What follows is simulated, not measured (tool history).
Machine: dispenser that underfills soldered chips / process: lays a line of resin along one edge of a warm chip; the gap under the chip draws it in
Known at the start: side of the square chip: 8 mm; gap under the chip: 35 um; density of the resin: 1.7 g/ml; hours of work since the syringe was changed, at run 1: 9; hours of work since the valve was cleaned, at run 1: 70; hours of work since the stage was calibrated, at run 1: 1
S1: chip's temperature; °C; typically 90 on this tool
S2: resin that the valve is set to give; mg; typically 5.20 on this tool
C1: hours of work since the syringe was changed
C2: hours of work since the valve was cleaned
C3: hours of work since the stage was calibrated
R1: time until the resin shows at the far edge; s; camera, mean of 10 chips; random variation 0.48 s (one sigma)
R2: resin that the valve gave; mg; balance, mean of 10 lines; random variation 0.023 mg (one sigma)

run  hour  S1    S2  C1  C2  C3     R1    R2
  1   0.0  90  5.20   9  70   1   64.7  4.85
      3.7  -- new syringe of resin
  2   5.6  90  5.20   1  74   4   40.1  4.89
  3  10.3  90  5.20   4  77   7   49.7  4.78
  4  17.9  75  5.20   9  82  12  111.1  4.80
     21.6  -- new syringe of resin
  5  21.6  75  5.20   0  84  15   61.6  4.79
     24.2  -- dispensing valve cleaned and set on the balance
  6  30.1  75  4.92   5   4  19   81.7  4.91
  7  33.8  75  4.92   7   6  22   96.9  4.88
  8  37.7  75  6.78  10   9  24  106.3  6.74
     40.9  -- new syringe of resin
  9  45.7  99  6.78   3  14  29   32.1  6.67
 10  51.0  94  5.20   6  17  33   46.3  5.11
 11  55.8  96  5.29  10  20  36   52.8  5.18
     58.9  -- new syringe of resin
 12  62.8  95  4.77   3  24  40   38.0  4.63
 13  67.1  95  4.77   5  27  43   43.8  4.62
 14  72.1  95  4.77   8  30  46   53.7  4.63
     76.6  -- new syringe of resin
 15  77.1  94  6.03   0  33  49   32.1  5.86
 16  81.3  75  4.41   3  36  52   79.9  4.28

Branching from run 16: 3 alternative next runs. What would each branch give?
  A  85.5  84  4.54   6  39  54   ?   ?
  B  85.5  93  5.20   6  39  54   ?   ?
  C  85.5  75  5.27   6  39  54   ?   ?

run    R1    R2
  A  67.7  4.44
  B  47.3  5.04
  C  86.1  5.10
With the hidden condition removed and each run's random variation left untouched, the same runs would have given:
run    R1    R2
  A  48.5  4.58
  B  33.9  5.20
  C  61.7  5.27
